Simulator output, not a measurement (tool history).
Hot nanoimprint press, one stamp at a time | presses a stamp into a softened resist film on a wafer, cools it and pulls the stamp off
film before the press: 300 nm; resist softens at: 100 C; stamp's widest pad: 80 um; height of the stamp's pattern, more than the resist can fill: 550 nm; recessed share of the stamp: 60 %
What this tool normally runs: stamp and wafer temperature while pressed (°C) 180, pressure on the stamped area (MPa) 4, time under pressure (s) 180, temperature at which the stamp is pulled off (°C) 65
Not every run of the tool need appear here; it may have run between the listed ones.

run,hour,stamp and wafer temperature while pressed (°C),pressure on the stamped area (MPa),time under pressure (s),temperature at which the stamp is pulled off (°C),resist left under the stamp's widest pad (Å),greatest force while the stamp is pulled off (N)
1,0,180,4,180,65,1444,142
2,14.6,180,4,180,65,1449,142
3,26.1,180,4,180,65,1443,142
4,39,180,4,180,65,1443,137
5,50,180,4,180,65,1446,141
6,71.7,180,4,180,65,1444,142
7,79.5,180,4,180,65,1448,140
8,87.6,180,4,180,65,1451,143
9,96.3,180,4,180,65,1431,139
10,103.6,180,4,180,65,1451,142
11,113.6,180,4,180,65,1445,140
12,123.9,180,4,180,65,1449,142
13,132.5,180,4,180,65,1451,143
14,140.3,180,4,180,65,1452,143
15,153.9,180,4.01,152,55,1523,173
16,169.4,180,4,319,52,1186,185
17,181.4,183,4,96,65,1627,140
18,191.8,183,4,96,65,1625,143
19,207.5,180,5.23,180,70,1258,125
20,222.1,180,5.23,180,70,1260,122
21,236.3,180,5.23,180,70,1261,124
22,247.2,180,5.23,180,70,1269,124
23,256.1,180,4,196,69,1396,123
24,267.4,184,4,180,69,1285,124
25,279.5,184,4,180,69,1288,129
26,291.1,180,4,290,68,1230,129
27,299.5,180,5.34,290,71,1049,119
28,306.2,180,4,103,60,1729,153

Between the runs listed above, the log contained 2 entries, not reproduced here. Where in the sequence does each belong, and how does what the log doesn't record of the tool's condition differ from the listed run before to the listed run after?
After run 5, before run 6: stamp cleaned and given a new release coat (hour 57.9)
  grip of the stamp's worn release coat, % over a new coat's: 0.8 -> 0.1
After run 20, before run 21: stamp cleaned and given a new release coat (hour 231.4)
  grip of the stamp's worn release coat, % over a new coat's: 0.8 -> 0

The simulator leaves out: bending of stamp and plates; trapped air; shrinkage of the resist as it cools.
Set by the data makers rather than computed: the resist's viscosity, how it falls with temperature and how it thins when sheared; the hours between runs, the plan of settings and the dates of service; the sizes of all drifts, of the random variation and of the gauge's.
